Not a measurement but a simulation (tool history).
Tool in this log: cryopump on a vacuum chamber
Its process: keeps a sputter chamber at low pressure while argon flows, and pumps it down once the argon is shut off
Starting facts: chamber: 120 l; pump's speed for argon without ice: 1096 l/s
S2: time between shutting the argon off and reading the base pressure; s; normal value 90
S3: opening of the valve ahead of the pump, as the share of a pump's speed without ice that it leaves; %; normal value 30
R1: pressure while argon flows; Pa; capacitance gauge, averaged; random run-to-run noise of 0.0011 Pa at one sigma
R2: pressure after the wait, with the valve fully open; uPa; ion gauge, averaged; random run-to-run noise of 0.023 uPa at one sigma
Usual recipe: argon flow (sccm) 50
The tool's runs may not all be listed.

{"run": 1, "hour": 0.0, "argon flow (sccm)": 50, "S2": 90, "S3": 30, "R1": 0.2649, "R2": 1.78}
{"run": 2, "hour": 17.5, "argon flow (sccm)": 50, "S2": 84, "S3": 30, "R1": 0.2643, "R2": 1.83}
{"run": 3, "hour": 31.4, "argon flow (sccm)": 50, "S2": 84, "S3": 30, "R1": 0.2651, "R2": 1.83}
{"run": 4, "hour": 42.0, "argon flow (sccm)": 50, "S2": 84, "S3": 30, "R1": 0.2686, "R2": 1.82}
{"run": 5, "hour": 62.8, "argon flow (sccm)": 50, "S2": 39, "S3": 30, "R1": 0.2676, "R2": 2.47}
{"run": 6, "hour": 86.0, "argon flow (sccm)": 50, "S2": 39, "S3": 30, "R1": 0.27, "R2": 2.53}
{"run": 7, "hour": 108.8, "argon flow (sccm)": 50, "S2": 39, "S3": 30, "R1": 0.2684, "R2": 2.52}
{"run": 8, "hour": 123.8, "argon flow (sccm)": 50, "S2": 47, "S3": 30, "R1": 0.2699, "R2": 2.41}
{"run": 9, "hour": 141.7, "argon flow (sccm)": 50, "S2": 90, "S3": 19, "R1": 0.4227, "R2": 2.03}
{"run": 10, "hour": 151.8, "argon flow (sccm)": 50, "S2": 90, "S3": 30, "R1": 0.2704, "R2": 1.95}
{"run": 11, "hour": 165.0, "argon flow (sccm)": 50, "S2": 90, "S3": 30, "R1": 0.2714, "R2": 2.01}
{"run": 12, "hour": 187.3, "argon flow (sccm)": 50, "S2": 90, "S3": 30, "R1": 0.2732, "R2": 2.13}
{"run": 13, "hour": 198.1, "argon flow (sccm)": 50, "S2": 22, "S3": 30, "R1": 0.2762, "R2": 3.69}
{"run": 14, "hour": 217.0, "argon flow (sccm)": 50, "S2": 22, "S3": 30, "R1": 0.2762, "R2": 3.64}
{"run": 15, "hour": 234.8, "argon flow (sccm)": 50, "S2": 22, "S3": 30, "R1": 0.2776, "R2": 3.61}
{"run": 16, "hour": 245.2, "argon flow (sccm)": 25, "S2": 124, "S3": 15, "R1": 0.2708, "R2": 2.11}
{"run": 17, "hour": 262.6, "argon flow (sccm)": 25, "S2": 124, "S3": 15, "R1": 0.2674, "R2": 2.12}
{"run": 18, "hour": 277.3, "argon flow (sccm)": 21, "S2": 49, "S3": 59, "R1": 0.0652, "R2": 2.72}
{"run": 19, "hour": 294.4, "argon flow (sccm)": 28, "S2": 168, "S3": 43, "R1": 0.1141, "R2": 2.15}
{"run": 20, "hour": 311.4, "argon flow (sccm)": 64, "S2": 31, "S3": 49, "R1": 0.236, "R2": 3.21}
{"run": 21, "hour": 334.6, "argon flow (sccm)": 64, "S2": 31, "S3": 49, "R1": 0.2381, "R2": 3.31}
{"run": 22, "hour": 356.6, "argon flow (sccm)": 33, "S2": 126, "S3": 18, "R1": 0.3043, "R2": 2.36}
{"run": 23, "hour": 378.0, "argon flow (sccm)": 87, "S2": 90, "S3": 36, "R1": 0.4273, "R2": 2.53}
{"run": 24, "hour": 392.8, "argon flow (sccm)": 87, "S2": 28, "S3": 29, "R1": 0.524, "R2": 3.58}
{"run": 25, "hour": 404.9, "argon flow (sccm)": 50, "S2": 122, "S3": 30, "R1": 0.29, "R2": 2.4}
{"run": 26, "hour": 428.3, "argon flow (sccm)": 50, "S2": 122, "S3": 30, "R1": 0.2931, "R2": 2.56}
{"run": 27, "hour": 444.0, "argon flow (sccm)": 50, "S2": 122, "S3": 30, "R1": 0.2966, "R2": 2.6}
{"run": 28, "hour": 457.7, "argon flow (sccm)": 45, "S2": 113, "S3": 54, "R1": 0.1639, "R2": 2.65}
{"run": 29, "hour": 479.0, "argon flow (sccm)": 82, "S2": 74, "S3": 21, "R1": 0.6668, "R2": 2.96}
{"hour": 486.2, "done": "pump warmed up, emptied and cooled again"}
{"run": 30, "hour": 501.8, "argon flow (sccm)": 82, "S2": 74, "S3": 21, "R1": 0.6056, "R2": 2.1}

Alternative continuations, all from the tool just after run 30; predict every row:
{"run": "A", "hour": 518.6, "argon flow (sccm)": 92, "S2": 90, "S3": 24, "R1": "?", "R2": "?"}
{"run": "B", "hour": 518.6, "argon flow (sccm)": 33, "S2": 23, "S3": 30, "R1": "?", "R2": "?"}
{"run": "C", "hour": 518.6, "argon flow (sccm)": 50, "S2": 90, "S3": 35, "R1": "?", "R2": "?"}
{"run": "D", "hour": 518.6, "argon flow (sccm)": 100, "S2": 22, "S3": 21, "R1": "?", "R2": "?"}

run=A R1=0.5964 R2=2.03
run=B R1=0.1710 R2=3.53
run=C R1=0.2230 R2=2.10
run=D R1=0.7373 R2=3.54
The same runs, with their run-to-run variation unchanged, on a tool lacking any hidden condition would have given:
run=A R1=0.5923 R2=0.73
run=B R1=0.1696 R2=2.19
run=C R1=0.2208 R2=0.76
run=D R1=0.7328 R2=2.22
